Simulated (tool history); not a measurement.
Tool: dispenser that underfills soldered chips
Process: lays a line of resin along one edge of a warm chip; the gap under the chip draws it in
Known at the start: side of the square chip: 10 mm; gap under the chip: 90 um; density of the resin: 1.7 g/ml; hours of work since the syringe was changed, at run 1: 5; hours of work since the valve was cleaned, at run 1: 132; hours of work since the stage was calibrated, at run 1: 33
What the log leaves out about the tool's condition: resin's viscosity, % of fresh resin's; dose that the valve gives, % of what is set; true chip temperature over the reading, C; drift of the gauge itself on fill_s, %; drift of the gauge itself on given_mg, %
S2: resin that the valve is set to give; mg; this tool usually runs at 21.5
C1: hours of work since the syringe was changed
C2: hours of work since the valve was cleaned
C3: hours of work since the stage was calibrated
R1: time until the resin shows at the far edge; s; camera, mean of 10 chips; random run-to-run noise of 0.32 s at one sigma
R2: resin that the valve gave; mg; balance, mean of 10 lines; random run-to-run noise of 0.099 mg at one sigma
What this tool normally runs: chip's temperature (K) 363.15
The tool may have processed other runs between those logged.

Run 1, day 0: usual settings; C1 5; C2 132; C3 33. Result: R1 17.1 s, R2 19.54 mg.
At day 0.146: dispensing valve cleaned and set on the balance.
Run 2, day 0.196: usual settings; C1 8; C2 1; C3 35. Result: R1 19.9 s, R2 21.43 mg.
At day 0.283: new syringe of resin.
Run 3, day 0.367: usual settings but chip's temperature (K) 371.15; C1 2; C2 4; C3 38. Result: R1 10.2 s, R2 21.5 mg.
Run 4, day 0.646: usual settings; C1 7; C2 9; C3 44. Result: R1 17.7 s, R2 21.38 mg.
At day 0.829: new syringe of resin.
Run 5, day 0.921: usual settings; C1 2; C2 14; C3 48. Result: R1 13.4 s, R2 21.29 mg.
Run 6, day 1.142: usual settings; C1 6; C2 18; C3 53. Result: R1 16.7 s, R2 21.3 mg.
At day 1.358: new syringe of resin.
Run 7, day 1.438: usual settings; C1 1; C2 23; C3 58. Result: R1 13.6 s, R2 20.98 mg.
Run 8, day 1.75: usual settings; C1 7; C2 29; C3 64. Result: R1 19 s, R2 21.19 mg.
At day 1.896: new syringe of resin.
Run 9, day 2: usual settings; C1 2; C2 33; C3 68. Result: R1 13.6 s, R2 20.72 mg.
Run 10, day 2.338: usual settings; C1 8; C2 40; C3 74. Result: R1 20.1 s, R2 20.84 mg.
At day 2.421: new syringe of resin.
Run 11, day 2.638: usual settings; C1 4; C2 45; C3 80. Result: R1 15.1 s, R2 20.97 mg.
Run 12, day 2.829: usual settings; C1 8; C2 49; C3 83. Result: R1 19 s, R2 20.93 mg.
At day 2.95: new syringe of resin.
Run 13, day 3.112: usual settings; C1 3; C2 54; C3 88. Result: R1 14.2 s, R2 20.69 mg.
Run 14, day 3.312: usual settings; C1 7; C2 57; C3 92. Result: R1 17.9 s, R2 20.57 mg.
At day 3.492: new syringe of resin.
Run 15, day 3.546: usual settings; C1 1; C2 61; C3 96. Result: R1 13.1 s, R2 20.54 mg.
Run 16, day 3.696: usual settings; C1 4; C2 64; C3 99. Result: R1 15.9 s, R2 20.44 mg.
At day 4.012: new syringe of resin.
Run 17, day 4.046: usual settings; C1 1; C2 70; C3 105. Result: R1 13.1 s, R2 20.6 mg.
Run 18, day 4.375: usual settings; C1 7; C2 77; C3 111. Result: R1 18.3 s, R2 20.38 mg.
At day 4.538: new syringe of resin.
Run 19, day 4.633: usual settings; C1 2; C2 81; C3 116. Result: R1 13.8 s, R2 20.34 mg.
Run 20, day 4.867: usual settings; C1 6; C2 85; C3 120. Result: R1 17.1 s, R2 20.3 mg.
At day 5.075: new syringe of resin.
Run 21, day 5.104: usual settings but chip's temperature (K) 375.15, S2 18.7 mg; C1 1; C2 90; C3 124. Result: R1 10 s, R2 17.65 mg.
Run 22, day 5.296: usual settings but chip's temperature (K) 366.15, S2 21.1 mg; C1 4; C2 93; C3 128. Result: R1 14.7 s, R2 19.83 mg.
At day 5.596: new syringe of resin.
Run 23, day 5.596: usual settings but chip's temperature (K) 373.15, S2 21.8 mg; C1 0; C2 98; C3 133. Result: R1 9.1 s, R2 20.42 mg.
Run 24, day 5.762: usual settings but chip's temperature (K) 362.15, S2 26.2 mg; C1 3; C2 102; C3 136. Result: R1 15 s, R2 24.34 mg.
Run 25, day 6.008: usual settings but chip's temperature (K) 362.15, S2 26.2 mg; C1 8; C2 106; C3 141. Result: R1 18 s, R2 24.44 mg.
At day 6.129: new syringe of resin.
Run 26, day 6.171: usual settings but chip's temperature (K) 368.15, S2 25.1 mg; C1 1; C2 109; C3 143. Result: R1 11.1 s, R2 23.32 mg.
Run 27, day 6.429: usual settings but chip's temperature (K) 368.15, S2 25.1 mg; C1 6; C2 114; C3 148. Result: R1 13.9 s, R2 23.12 mg.
At day 6.675: new syringe of resin.
Run 28, day 6.7: usual settings but chip's temperature (K) 353.15, S2 25 mg; C1 1; C2 118; C3 153. Result: R1 16.4 s, R2 22.71 mg.
Run 29, day 7.029: usual settings but chip's temperature (K) 353.15, S2 25 mg; C1 7; C2 124; C3 159. Result: R1 23.3 s, R2 22.83 mg.
At day 7.217: new syringe of resin.
Run 30, day 7.229: usual settings but chip's temperature (K) 367.15; C1 0; C2 128; C3 163. Result: R1 10.7 s, R2 19.61 mg.
Run 31, day 7.462: usual settings but chip's temperature (K) 367.15, S2 22.5 mg; C1 5; C2 132; C3 167. Result: R1 14.1 s, R2 20.58 mg.
At day 7.604: dispensing valve cleaned and set on the balance.
At day 7.804: new syringe of resin.
Run 32, day 7.812: usual settings but chip's temperature (K) 374.15, S2 22.2 mg; C1 0; C2 4; C3 172. Result: R1 8.4 s, R2 22.08 mg.
Run 33, day 8.05: usual settings but chip's temperature (K) 355.15, S2 24.6 mg; C1 4; C2 8; C3 177. Result: R1 19.3 s, R2 24.2 mg.
Run 34, day 8.258: usual settings but chip's temperature (K) 356.15, S2 23.6 mg; C1 8; C2 12; C3 181. Result: R1 23.9 s, R2 23.27 mg.
At day 8.346: new syringe of resin.
Run 35, day 8.438: usual settings but chip's temperature (K) 375.15, S2 23.4 mg; C1 2; C2 15; C3 184. Result: R1 9.6 s, R2 23.11 mg.

Here are 5 independent what-if runs from the current tool condition. What would each one return?
Run A, day 8.75: usual settings but chip's temperature (K) 375.15; C1 7; C2 21; C3 189. Result: R1 ?, R2 ?.
Run B, day 8.75: usual settings but chip's temperature (K) 376.15, S2 24.7 mg; C1 7; C2 21; C3 189. Result: R1 ?, R2 ?.
Run C, day 8.75: usual settings but S2 22 mg; C1 7; C2 21; C3 189. Result: R1 ?, R2 ?.
Run D, day 8.75: usual settings but chip's temperature (K) 349.15, S2 18.8 mg; C1 7; C2 21; C3 189. Result: R1 ?, R2 ?.
Run E, day 8.75: usual settings but chip's temperature (K) 373.15, S2 27.4 mg; C1 7; C2 21; C3 189. Result: R1 ?, R2 ?.

run    R1     R2
  A  13.4  21.25
  B  12.5   24.3
  C    19   21.6
  D  29.5  18.54
  E  13.7  26.92
The same runs, with their run-to-run variation unchanged, on a tool lacking any hidden condition would have given:
run    R1     R2
  A     9  21.58
  B   8.3  24.68
  C  12.6  21.93
  D  19.5  18.83
  E   9.2  27.34

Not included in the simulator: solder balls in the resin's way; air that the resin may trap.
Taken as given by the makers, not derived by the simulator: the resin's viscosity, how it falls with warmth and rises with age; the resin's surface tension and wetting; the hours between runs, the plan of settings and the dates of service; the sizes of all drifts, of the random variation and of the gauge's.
